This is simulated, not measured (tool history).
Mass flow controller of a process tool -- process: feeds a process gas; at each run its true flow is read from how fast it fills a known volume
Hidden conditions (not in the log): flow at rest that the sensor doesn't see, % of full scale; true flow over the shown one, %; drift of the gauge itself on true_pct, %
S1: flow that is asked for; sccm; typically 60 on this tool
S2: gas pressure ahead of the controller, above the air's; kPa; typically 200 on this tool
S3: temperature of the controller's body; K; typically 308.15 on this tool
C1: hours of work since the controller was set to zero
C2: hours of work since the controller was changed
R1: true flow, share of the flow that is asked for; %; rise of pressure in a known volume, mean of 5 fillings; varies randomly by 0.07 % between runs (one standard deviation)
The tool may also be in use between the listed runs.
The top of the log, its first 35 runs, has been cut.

run,hour,S1,S2,S3,C1,C2,R1
36,3537.5,60,163,309.15,3596,3596,96.06
37,3663.7,88,200,308.15,3657,3657,97.49
38,3760.8,88,200,308.15,3704,3704,97.52
39,3834.3,88,200,308.15,3739,3739,97.46
40,3952.8,60,207,302.15,3796,3796,96.78
41,4040.3,68,182,310.15,3838,3838,96.45
42,4112,106,236,308.15,3872,3872,98.14
43,4207.8,106,236,308.15,3918,3918,98.11
44,4290.6,106,236,308.15,3958,3958,98.16
45,4404.6,140,200,304.15,4013,4013,98.87
46,4485.9,140,200,304.15,4052,4052,98.72

Branching from run 46: 4 alternative next runs. What would each branch give?
A,4556.6,191,190,305.15,4086,4086,?
B,4556.6,60,200,308.15,4086,4086,?
C,4556.6,145,200,304.15,4086,4086,?
D,4556.6,38,247,295.15,4086,4086,?

run,R1
A,99.42
B,96.35
C,98.75
D,95.66
What these runs would have given with no unlogged condition in the tool:
run,R1
A,99.46
B,98.15
C,99.05
D,98.94
